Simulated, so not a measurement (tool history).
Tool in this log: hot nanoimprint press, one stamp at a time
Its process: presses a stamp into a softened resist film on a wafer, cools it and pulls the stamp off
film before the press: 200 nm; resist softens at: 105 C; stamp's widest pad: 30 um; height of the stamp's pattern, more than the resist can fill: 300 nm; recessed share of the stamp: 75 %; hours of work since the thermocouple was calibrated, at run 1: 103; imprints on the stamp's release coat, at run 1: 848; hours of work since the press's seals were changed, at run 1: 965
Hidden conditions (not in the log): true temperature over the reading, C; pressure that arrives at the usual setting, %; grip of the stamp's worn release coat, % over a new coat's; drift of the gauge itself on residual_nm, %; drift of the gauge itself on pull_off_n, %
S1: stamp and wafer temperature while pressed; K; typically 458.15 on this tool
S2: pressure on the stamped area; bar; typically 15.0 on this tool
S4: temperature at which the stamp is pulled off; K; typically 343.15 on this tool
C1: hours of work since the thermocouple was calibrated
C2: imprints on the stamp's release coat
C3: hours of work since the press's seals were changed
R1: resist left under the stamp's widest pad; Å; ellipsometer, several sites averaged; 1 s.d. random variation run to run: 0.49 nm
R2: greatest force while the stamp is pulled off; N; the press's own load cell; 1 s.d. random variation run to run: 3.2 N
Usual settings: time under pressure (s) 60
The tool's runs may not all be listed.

Run 1, hour 0.0: usual settings; C1 103; C2 848; C3 965. Result: R1 1067 Å, R2 220 N.
Run 2, hour 27.1: usual settings; C1 117; C2 905; C3 979. Result: R1 1061 Å, R2 213 N.
Run 3, hour 58.0: usual settings but S1 468.15 K; C1 134; C2 971; C3 996. Result: R1 776 Å, R2 226 N.
Run 4, hour 92.3: usual settings; C1 153; C2 1043; C3 1014. Result: R1 1072 Å, R2 229 N.
Run 5, hour 127.1: usual settings; C1 171; C2 1117; C3 1033. Result: R1 1078 Å, R2 235 N.
Run 6, hour 176.3: usual settings; C1 198; C2 1222; C3 1060. Result: R1 1075 Å, R2 255 N.
Run 7, hour 232.4: usual settings; C1 228; C2 1341; C3 1090. Result: R1 1076 Å, R2 267 N.
Run 8, hour 285.5: usual settings; C1 256; C2 1454; C3 1118. Result: R1 1083 Å, R2 270 N.
At hour 302.7: stamp cleaned and given a new release coat.
At hour 310.5: plate thermocouple calibrated.
At hour 348.9: press's hydraulic seals changed and the load cell set to zero.
Run 9, hour 363.8: usual settings; C1 24; C2 107; C3 8. Result: R1 1050 Å, R2 154 N.
Run 10, hour 428.1: usual settings; C1 59; C2 243; C3 43. Result: R1 1053 Å, R2 168 N.
Run 11, hour 464.5: usual settings; C1 79; C2 320; C3 62. Result: R1 1052 Å, R2 186 N.
Run 12, hour 496.7: usual settings but S2 20.4 bar, time under pressure (s) 41; C1 96; C2 389; C3 79. Result: R1 1054 Å, R2 177 N.
Run 13, hour 535.3: usual settings but S2 20.4 bar, time under pressure (s) 41; C1 117; C2 471; C3 100. Result: R1 1065 Å, R2 190 N.
Run 14, hour 588.3: usual settings but S2 13.4 bar, S4 342.15 K; C1 145; C2 583; C3 129. Result: R1 1105 Å, R2 205 N.
Run 15, hour 615.8: usual settings but S1 453.15 K, S4 340.15 K; C1 160; C2 642; C3 143. Result: R1 1240 Å, R2 210 N.
Run 16, hour 678.9: usual settings but S1 468.15 K, S2 13.4 bar, time under pressure (s) 35, S4 340.15 K; C1 194; C2 776; C3 177. Result: R1 993 Å, R2 233 N.
Run 17, hour 740.9: usual settings but S2 21.5 bar; C1 227; C2 907; C3 211. Result: R1 912 Å, R2 221 N.
Run 18, hour 802.4: usual settings but S1 450.15 K, S2 21.5 bar, time under pressure (s) 41, S4 331.15 K; C1 260; C2 1038; C3 244. Result: R1 1339 Å, R2 286 N.
At hour 817.1: plate thermocouple calibrated.
Run 19, hour 856.3: usual settings but S1 450.15 K, S2 21.5 bar, time under pressure (s) 41, S4 331.15 K; C1 21; C2 1146; C3 271. Result: R1 1326 Å, R2 303 N.
Run 20, hour 919.4: usual settings but S1 460.15 K, S2 14.0 bar, time under pressure (s) 55, S4 336.15 K; C1 55; C2 1280; C3 305. Result: R1 1064 Å, R2 288 N.

Results per run with the tool's hidden condition removed, run-to-run variation unchanged:
run    R1   R2
  1  1045  155
  2  1038  147
  3   756  151
  4  1045  149
  5  1049  149
  6  1043  156
  7  1041  157
  8  1045  153
  9  1049  147
 10  1049  151
 11  1046  161
 12  1045  149
 13  1054  155
 14  1092  160
 15  1224  160
 16   978  169
 17   890  151
 18  1309  187
 19  1313  192
 20  1051  174

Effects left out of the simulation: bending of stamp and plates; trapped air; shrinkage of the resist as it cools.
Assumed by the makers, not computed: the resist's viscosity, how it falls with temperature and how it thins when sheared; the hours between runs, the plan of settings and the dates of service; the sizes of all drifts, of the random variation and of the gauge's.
